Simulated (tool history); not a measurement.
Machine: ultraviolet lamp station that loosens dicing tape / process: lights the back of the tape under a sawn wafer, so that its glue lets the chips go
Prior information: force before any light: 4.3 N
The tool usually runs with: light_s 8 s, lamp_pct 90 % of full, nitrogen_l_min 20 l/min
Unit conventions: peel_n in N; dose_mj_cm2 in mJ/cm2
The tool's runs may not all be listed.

Run 1, hour 0.0: usual settings. Result: peel_n 0.394 N, dose_mj_cm2 470 mJ/cm2.
Run 2, hour 53.2: usual settings. Result: peel_n 0.422 N, dose_mj_cm2 465 mJ/cm2.
Run 3, hour 76.3: usual settings. Result: peel_n 0.408 N, dose_mj_cm2 461 mJ/cm2.
Run 4, hour 114.5: usual settings but light_s 4 s. Result: peel_n 1.187 N, dose_mj_cm2 229 mJ/cm2.
Run 5, hour 166.2: usual settings but light_s 4 s. Result: peel_n 1.243 N, dose_mj_cm2 226 mJ/cm2.
Run 6, hour 210.0: usual settings but light_s 4 s. Result: peel_n 1.209 N, dose_mj_cm2 226 mJ/cm2.
Run 7, hour 247.2: usual settings but light_s 4 s. Result: peel_n 1.251 N, dose_mj_cm2 220 mJ/cm2.
Run 8, hour 285.7: usual settings but light_s 10 s. Result: peel_n 0.296 N, dose_mj_cm2 550 mJ/cm2.
Run 9, hour 312.0: usual settings but light_s 10 s. Result: peel_n 0.301 N, dose_mj_cm2 548 mJ/cm2.
Run 10, hour 342.8: usual settings but light_s 5 s. Result: peel_n 0.945 N, dose_mj_cm2 269 mJ/cm2.
Run 11, hour 367.0: usual settings but light_s 5 s. Result: peel_n 0.951 N, dose_mj_cm2 268 mJ/cm2.
Run 12, hour 403.8: usual settings but light_s 5 s. Result: peel_n 0.938 N, dose_mj_cm2 268 mJ/cm2.
Run 13, hour 459.7: usual settings but light_s 5 s, nitrogen_l_min 23 l/min. Result: peel_n 0.928 N, dose_mj_cm2 259 mJ/cm2.
At hour 463.6: window cleaned of glue's vapour.
Run 14, hour 498.6: usual settings but light_s 6 s, lamp_pct 87 % of full, nitrogen_l_min 14 l/min. Result: peel_n 1.047 N, dose_mj_cm2 296 mJ/cm2.
Run 15, hour 546.9: usual settings but light_s 6 s, lamp_pct 87 % of full, nitrogen_l_min 14 l/min. Result: peel_n 1.064 N, dose_mj_cm2 294 mJ/cm2.
Run 16, hour 586.1: usual settings but light_s 7 s, lamp_pct 61 % of full, nitrogen_l_min 9 l/min. Result: peel_n 1.625 N, dose_mj_cm2 239 mJ/cm2.
At hour 601.5: window cleaned of glue's vapour, once more.
Run 17, hour 610.9: usual settings but light_s 7 s, lamp_pct 69 % of full, nitrogen_l_min 9 l/min. Result: peel_n 1.342 N, dose_mj_cm2 288 mJ/cm2.
Run 18, hour 647.2: usual settings but light_s 5 s, lamp_pct 69 % of full, nitrogen_l_min 29 l/min. Result: peel_n 1.136 N, dose_mj_cm2 202 mJ/cm2.
Run 19, hour 689.6: usual settings but light_s 12 s, lamp_pct 76 % of full, nitrogen_l_min 21 l/min. Result: peel_n 0.327 N, dose_mj_cm2 529 mJ/cm2.
Run 20, hour 738.0: usual settings but light_s 7 s, lamp_pct 76 % of full, nitrogen_l_min 17 l/min. Result: peel_n 0.893 N, dose_mj_cm2 304 mJ/cm2.

What does the tool deliver on the next run?
Run 21, hour 792.4: usual settings but light_s 4 s, lamp_pct 68 % of full, nitrogen_l_min 24 l/min. Result: peel_n ?, dose_mj_cm2 ?.

peel_n: 1.636 N
dose_mj_cm2: 151 mJ/cm2
On a tool with no hidden condition, and with the same random variation, this run would have come out at peel_n 1.166 N, dose_mj_cm2 209 mJ/cm2.

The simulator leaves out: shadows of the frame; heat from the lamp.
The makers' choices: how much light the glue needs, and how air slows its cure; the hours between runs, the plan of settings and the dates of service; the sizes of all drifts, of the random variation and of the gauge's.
